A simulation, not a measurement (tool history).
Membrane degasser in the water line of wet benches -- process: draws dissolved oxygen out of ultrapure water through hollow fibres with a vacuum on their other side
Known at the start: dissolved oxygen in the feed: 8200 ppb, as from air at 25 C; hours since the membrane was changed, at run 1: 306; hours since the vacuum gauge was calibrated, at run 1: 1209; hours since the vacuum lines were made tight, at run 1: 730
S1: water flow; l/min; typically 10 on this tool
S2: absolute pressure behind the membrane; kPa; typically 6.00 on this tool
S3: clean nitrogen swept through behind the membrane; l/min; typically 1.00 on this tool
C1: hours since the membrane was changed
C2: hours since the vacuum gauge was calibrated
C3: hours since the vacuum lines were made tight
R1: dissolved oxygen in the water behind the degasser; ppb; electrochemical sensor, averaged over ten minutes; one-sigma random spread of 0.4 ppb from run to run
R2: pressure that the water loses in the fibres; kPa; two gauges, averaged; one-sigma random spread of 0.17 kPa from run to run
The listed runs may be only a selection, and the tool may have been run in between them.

run 1 hour=0.0 | S1=10 S2=6.00 S3=1.00 | C1=306 C2=1209 C3=730 | R1=69.2 R2=29.07
run 2 hour=139.1 | S1=10 S2=13.04 S3=1.00 | C1=445 C2=1348 C3=870 | R1=231.8 R2=29.21
run 3 hour=282.2 | S1=10 S2=13.04 S3=1.00 | C1=588 C2=1492 C3=1013 | R1=231.1 R2=28.90
run 4 hour=383.5 | S1=10 S2=6.00 S3=1.00 | C1=689 C2=1593 C3=1114 | R1=69.4 R2=29.18
run 5 hour=532.5 | S1=10 S2=6.00 S3=1.00 | C1=838 C2=1742 C3=1263 | R1=69.5 R2=29.41
run 6 hour=695.1 | S1=7 S2=6.00 S3=1.00 | C1=1001 C2=1905 C3=1426 | R1=48.8 R2=20.44
run 7 hour=820.7 | S1=7 S2=6.00 S3=1.00 | C1=1126 C2=2030 C3=1551 | R1=49.3 R2=20.64
run 8 hour=970.6 | S1=10 S2=6.00 S3=1.00 | C1=1276 C2=2180 C3=1701 | R1=70.4 R2=29.09
run 9 hour=1105.5 | S1=10 S2=7.00 S3=1.00 | C1=1411 C2=2315 C3=1836 | R1=94.1 R2=29.42
run 10 hour=1277.2 | S1=10 S2=6.00 S3=0.43 | C1=1583 C2=2487 C3=2008 | R1=148.8 R2=29.22
run 11 hour=1365.1 | S1=11 S2=6.00 S3=0.43 | C1=1671 C2=2574 C3=2096 | R1=162.4 R2=32.60
run 12 hour=1541.3 | S1=11 S2=6.00 S3=0.43 | C1=1847 C2=2751 C3=2272 | R1=163.1 R2=31.67
run 13 hour=1701.5 | S1=13 S2=6.00 S3=0.43 | C1=2007 C2=2911 C3=2432 | R1=189.2 R2=38.19
run 14 hour=1878.5 | S1=7 S2=10.91 S3=1.04 | C1=2184 C2=3088 C3=2609 | R1=126.4 R2=20.56
run 15 hour=1985.8 | S1=14 S2=12.91 S3=1.49 | C1=2292 C2=3195 C3=2716 | R1=224.7 R2=41.27
run 16 hour=2134.0 | S1=12 S2=10.23 S3=1.00 | C1=2440 C2=3343 C3=2864 | R1=203.2 R2=35.48
-- hour=2150.5 vacuum gauge calibrated
run 17 hour=2277.1 | S1=12 S2=10.23 S3=1.00 | C1=2582 C2=127 C3=3007 | R1=199.4 R2=35.13
run 18 hour=2453.9 | S1=12 S2=10.23 S3=1.00 | C1=2759 C2=303 C3=3184 | R1=201.0 R2=35.27
run 19 hour=2579.3 | S1=9 S2=6.00 S3=0.66 | C1=2885 C2=429 C3=3309 | R1=91.3 R2=26.38
run 20 hour=2692.9 | S1=16 S2=6.00 S3=1.00 | C1=2998 C2=542 C3=3423 | R1=119.7 R2=47.29
run 21 hour=2828.0 | S1=16 S2=8.47 S3=1.00 | C1=3133 C2=677 C3=3558 | R1=208.7 R2=47.32
run 22 hour=2982.5 | S1=12 S2=8.47 S3=0.69 | C1=3288 C2=832 C3=3712 | R1=209.7 R2=35.37
run 23 hour=3121.8 | S1=12 S2=8.04 S3=2.25 | C1=3427 C2=971 C3=3852 | R1=71.1 R2=35.55

Consider 5 possible next runs. They are alternatives, not a sequence: every one starts from the tool as it was left by run 23. What does each give?
run A hour=3228.4 | S1=6 S2=5.73 S3=2.32 | C1=3534 C2=1078 C3=3958 | R1=? R2=?
run B hour=3228.4 | S1=10 S2=6.00 S3=0.52 | C1=3534 C2=1078 C3=3958 | R1=? R2=?
run C hour=3228.4 | S1=12 S2=4.57 S3=2.61 | C1=3534 C2=1078 C3=3958 | R1=? R2=?
run D hour=3228.4 | S1=16 S2=7.07 S3=0.79 | C1=3534 C2=1078 C3=3958 | R1=? R2=?
run E hour=3228.4 | S1=8 S2=6.00 S3=1.00 | C1=3534 C2=1078 C3=3958 | R1=? R2=?

run=A R1=17.4 R2=17.85
run=B R1=126.1 R2=29.48
run=C R1=22.1 R2=35.27
run=D R1=192.6 R2=47.02
run=E R1=56.3 R2=23.63
With no hidden state in the tool, these same runs would have given:
run=A R1=16.6 R2=17.55
run=B R1=121.5 R2=28.98
run=C R1=20.3 R2=34.68
run=D R1=186.7 R2=46.24
run=E R1=54.1 R2=23.23
